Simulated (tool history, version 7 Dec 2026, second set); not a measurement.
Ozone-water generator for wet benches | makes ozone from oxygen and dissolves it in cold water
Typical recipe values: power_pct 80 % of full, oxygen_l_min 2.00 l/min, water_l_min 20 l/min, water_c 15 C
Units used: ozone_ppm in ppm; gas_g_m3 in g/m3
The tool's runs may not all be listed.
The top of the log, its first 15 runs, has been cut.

Run 16, hour 490.8: usual settings but oxygen_l_min 2.73 l/min. Result: ozone_ppm 14.3 ppm, gas_g_m3 179.6 g/m3.
Run 17, hour 527.0: usual settings but oxygen_l_min 2.73 l/min. Result: ozone_ppm 14.4 ppm, gas_g_m3 179.9 g/m3.
Run 18, hour 568.4: usual settings but oxygen_l_min 2.73 l/min. Result: ozone_ppm 14.5 ppm, gas_g_m3 178.9 g/m3.
Run 19, hour 602.0: usual settings but power_pct 74 % of full, oxygen_l_min 2.73 l/min. Result: ozone_ppm 13.5 ppm, gas_g_m3 167.9 g/m3.
Run 20, hour 640.9: usual settings but power_pct 58 % of full. Result: ozone_ppm 9.9 ppm, gas_g_m3 154.8 g/m3.
Run 21, hour 675.2: usual settings but power_pct 54 % of full, water_c 17 C. Result: ozone_ppm 9.3 ppm, gas_g_m3 144.0 g/m3.
Run 22, hour 699.5: usual settings but power_pct 54 % of full, water_c 17 C. Result: ozone_ppm 9.3 ppm, gas_g_m3 145.1 g/m3.
Run 23, hour 743.8: usual settings but power_pct 54 % of full, water_c 17 C. Result: ozone_ppm 8.9 ppm, gas_g_m3 144.0 g/m3.
Run 24, hour 782.9: usual settings but power_pct 48 % of full. Result: ozone_ppm 8.3 ppm, gas_g_m3 130.2 g/m3.
Run 25, hour 812.3: usual settings but oxygen_l_min 1.82 l/min, water_c 8 C. Result: ozone_ppm 13.2 ppm, gas_g_m3 214.6 g/m3.
Run 26, hour 841.3: usual settings but power_pct 41 % of full, water_c 13 C. Result: ozone_ppm 7.4 ppm, gas_g_m3 114.3 g/m3.
Run 27, hour 888.0: usual settings but power_pct 41 % of full, water_c 13 C. Result: ozone_ppm 7.3 ppm, gas_g_m3 112.5 g/m3.
Run 28, hour 912.1: usual settings but power_pct 58 % of full, oxygen_l_min 3.14 l/min, water_l_min 24 l/min, water_c 14 C. Result: ozone_ppm 9.5 ppm, gas_g_m3 125.9 g/m3.
Run 29, hour 933.0: usual settings but power_pct 58 % of full, oxygen_l_min 2.09 l/min, water_l_min 24 l/min, water_c 9 C. Result: ozone_ppm 8.6 ppm, gas_g_m3 150.3 g/m3.
Run 30, hour 975.1: usual settings but power_pct 43 % of full, water_l_min 19 l/min. Result: ozone_ppm 8.0 ppm, gas_g_m3 117.8 g/m3.
At hour 996.4: gauge calibrated.
Run 31, hour 1005.9: usual settings but power_pct 79 % of full, water_l_min 19 l/min. Result: ozone_ppm 13.9 ppm, gas_g_m3 207.3 g/m3.
Run 32, hour 1056.3: usual settings but oxygen_l_min 1.27 l/min, water_c 10 C. Result: ozone_ppm 11.4 ppm, gas_g_m3 257.2 g/m3.
Run 33, hour 1099.3: usual settings but oxygen_l_min 1.27 l/min, water_c 10 C. Result: ozone_ppm 11.5 ppm, gas_g_m3 256.4 g/m3.
Run 34, hour 1135.8: usual settings but oxygen_l_min 1.27 l/min, water_c 10 C. Result: ozone_ppm 11.5 ppm, gas_g_m3 256.8 g/m3.

Below are 3 alternative next runs, each starting from the tool's condition after run 34. Predict each:
Run A, hour 1158.0: usual settings but power_pct 61 % of full, oxygen_l_min 1.18 l/min, water_l_min 14 l/min, water_c 10 C. Result: ozone_ppm ?, gas_g_m3 ?.
Run B, hour 1158.0: usual settings but power_pct 77 % of full, oxygen_l_min 1.22 l/min. Result: ozone_ppm ?, gas_g_m3 ?.
Run C, hour 1158.0: usual settings but water_c 20 C. Result: ozone_ppm ?, gas_g_m3 ?.

run  ozone_ppm  gas_g_m3
  A       12.9     207.4
  B       10.6     254.4
  C       12.6     208.7
Without the tool's unlogged condition, the same runs would have read:
run  ozone_ppm  gas_g_m3
  A       12.9     208.4
  B       10.6     255.6
  C       12.6     209.7
